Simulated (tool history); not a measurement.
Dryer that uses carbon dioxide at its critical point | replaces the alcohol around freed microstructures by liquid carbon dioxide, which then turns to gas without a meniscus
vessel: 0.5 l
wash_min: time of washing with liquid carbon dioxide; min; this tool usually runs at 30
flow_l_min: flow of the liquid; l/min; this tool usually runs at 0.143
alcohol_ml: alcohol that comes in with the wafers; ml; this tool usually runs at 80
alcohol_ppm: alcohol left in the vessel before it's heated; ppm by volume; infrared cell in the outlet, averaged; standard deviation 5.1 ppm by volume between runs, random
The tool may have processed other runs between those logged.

{"run": 1, "hour": 0.0, "wash_min": 30, "flow_l_min": 0.143, "alcohol_ml": 80, "alcohol_ppm": 131}
{"run": 2, "hour": 13.5, "wash_min": 30, "flow_l_min": 0.139, "alcohol_ml": 80, "alcohol_ppm": 162}
{"run": 3, "hour": 27.8, "wash_min": 21, "flow_l_min": 0.143, "alcohol_ml": 80, "alcohol_ppm": 1035}
{"run": 4, "hour": 51.2, "wash_min": 21, "flow_l_min": 0.143, "alcohol_ml": 80, "alcohol_ppm": 645}
{"run": 5, "hour": 72.0, "wash_min": 30, "flow_l_min": 0.143, "alcohol_ml": 80, "alcohol_ppm": 77}
{"run": 6, "hour": 84.6, "wash_min": 30, "flow_l_min": 0.143, "alcohol_ml": 80, "alcohol_ppm": 86}
{"run": 7, "hour": 110.4, "wash_min": 30, "flow_l_min": 0.143, "alcohol_ml": 80, "alcohol_ppm": 83}
{"run": 8, "hour": 136.8, "wash_min": 30, "flow_l_min": 0.143, "alcohol_ml": 74, "alcohol_ppm": 85}
{"run": 9, "hour": 153.2, "wash_min": 30, "flow_l_min": 0.143, "alcohol_ml": 80, "alcohol_ppm": 93}
{"run": 10, "hour": 183.5, "wash_min": 27, "flow_l_min": 0.143, "alcohol_ml": 80, "alcohol_ppm": 192}
{"run": 11, "hour": 208.4, "wash_min": 27, "flow_l_min": 0.143, "alcohol_ml": 80, "alcohol_ppm": 200}
{"run": 12, "hour": 238.1, "wash_min": 27, "flow_l_min": 0.143, "alcohol_ml": 80, "alcohol_ppm": 212}
{"run": 13, "hour": 257.3, "wash_min": 27, "flow_l_min": 0.143, "alcohol_ml": 80, "alcohol_ppm": 214}
{"run": 14, "hour": 279.1, "wash_min": 27, "flow_l_min": 0.143, "alcohol_ml": 80, "alcohol_ppm": 220}
{"run": 15, "hour": 302.9, "wash_min": 39, "flow_l_min": 0.105, "alcohol_ml": 65, "alcohol_ppm": 149}
{"run": 16, "hour": 332.7, "wash_min": 39, "flow_l_min": 0.105, "alcohol_ml": 65, "alcohol_ppm": 159}
{"run": 17, "hour": 359.4, "wash_min": 25, "flow_l_min": 0.122, "alcohol_ml": 54, "alcohol_ppm": 630}
{"run": 18, "hour": 382.1, "wash_min": 23, "flow_l_min": 0.122, "alcohol_ml": 88, "alcohol_ppm": 1565}
{"run": 19, "hour": 410.2, "wash_min": 30, "flow_l_min": 0.106, "alcohol_ml": 80, "alcohol_ppm": 814}
{"run": 20, "hour": 437.7, "wash_min": 33, "flow_l_min": 0.143, "alcohol_ml": 94, "alcohol_ppm": 83}
{"run": 21, "hour": 465.7, "wash_min": 41, "flow_l_min": 0.164, "alcohol_ml": 30, "alcohol_ppm": 54}
{"run": 22, "hour": 489.0, "wash_min": 41, "flow_l_min": 0.164, "alcohol_ml": 30, "alcohol_ppm": 54}
{"run": 23, "hour": 520.2, "wash_min": 30, "flow_l_min": 0.184, "alcohol_ml": 80, "alcohol_ppm": 73}
{"run": 24, "hour": 538.4, "wash_min": 22, "flow_l_min": 0.143, "alcohol_ml": 41, "alcohol_ppm": 360}
{"run": 25, "hour": 567.4, "wash_min": 23, "flow_l_min": 0.091, "alcohol_ml": 105, "alcohol_ppm": 5330}
{"run": 26, "hour": 583.5, "wash_min": 21, "flow_l_min": 0.117, "alcohol_ml": 105, "alcohol_ppm": 2861}
{"run": 27, "hour": 612.7, "wash_min": 19, "flow_l_min": 0.117, "alcohol_ml": 105, "alcohol_ppm": 4227}

Withheld: 2 entries from between the runs. Position of each, and hidden state at the listed run before versus the listed run after:
Runs 3 to 4: inlet filter changed (hour 42.2)
  flow that reaches the vessel past the clogged filter, %: 90.8 -> 99.7; alcohol in the recycled carbon dioxide, ppm: 17.1 -> 19.1
  what was measured, less what the result would be without the hidden state, alcohol_ppm: +422 -> +25 ppm by volume
Runs 19 to 20: inlet filter changed (hour 415.4)
  flow that reaches the vessel past the clogged filter, %: 91.2 -> 99.1; alcohol in the recycled carbon dioxide, ppm: 48 -> 50.1
  what was measured, less what the result would be without the hidden state, alcohol_ppm: +349 -> +47 ppm by volume
